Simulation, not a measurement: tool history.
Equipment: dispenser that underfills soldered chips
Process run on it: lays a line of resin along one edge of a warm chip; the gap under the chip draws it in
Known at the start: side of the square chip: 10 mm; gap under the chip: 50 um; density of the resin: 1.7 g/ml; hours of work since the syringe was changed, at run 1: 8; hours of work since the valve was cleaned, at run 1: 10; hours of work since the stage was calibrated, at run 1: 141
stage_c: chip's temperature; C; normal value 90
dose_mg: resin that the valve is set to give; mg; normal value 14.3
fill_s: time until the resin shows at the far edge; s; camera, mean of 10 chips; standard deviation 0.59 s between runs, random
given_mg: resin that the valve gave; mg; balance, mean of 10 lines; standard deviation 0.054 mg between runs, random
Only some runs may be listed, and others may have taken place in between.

run	hour	stage_c	dose_mg	hours of work since the syringe was changed	hours of work since the valve was cleaned	hours of work since the stage was calibrated	fill_s	given_mg
1	0.0	90	14.3	8	10	141	77.1	14.20
2	3.3	90	14.3	10	12	143	88.8	14.19
# hour 3.9: new syringe of resin
3	7.2	90	14.3	2	15	146	55.9	14.01
4	13.0	90	12.5	6	18	149	70.6	12.26
5	17.1	90	15.3	9	21	152	80.2	14.86
# hour 19.5: new syringe of resin
6	20.8	90	15.3	1	23	154	51.6	14.97
7	25.4	90	15.3	4	26	157	63.7	14.85
8	29.5	90	15.3	7	29	160	75.0	14.78
9	32.1	75	17.2	8	31	162	165.1	16.70
# hour 34.9: new syringe of resin
10	38.0	75	17.2	2	34	166	111.6	16.64
11	41.7	83	17.5	4	37	168	88.8	16.80
12	46.8	89	14.6	8	40	171	83.5	13.99
# hour 50.4: new syringe of resin
13	50.4	84	17.4	0	42	173	66.8	16.58
14	55.6	84	17.4	3	46	177	80.1	16.61

Each row is a separate what-if for the run after 14, all from the same tool condition, not one after another. Results?
A	58.2	98	16.8	5	47	179	?	?
B	58.2	85	17.4	5	47	179	?	?
C	58.2	78	17.4	5	47	179	?	?

run	fill_s	given_mg
A	48.1	16.12
B	86.3	16.47
C	119.3	16.56
Stripped of hidden state, with their random variation kept, the same runs would have yielded:
run	fill_s	given_mg
A	35.2	16.90
B	63.4	17.28
C	87.6	17.37

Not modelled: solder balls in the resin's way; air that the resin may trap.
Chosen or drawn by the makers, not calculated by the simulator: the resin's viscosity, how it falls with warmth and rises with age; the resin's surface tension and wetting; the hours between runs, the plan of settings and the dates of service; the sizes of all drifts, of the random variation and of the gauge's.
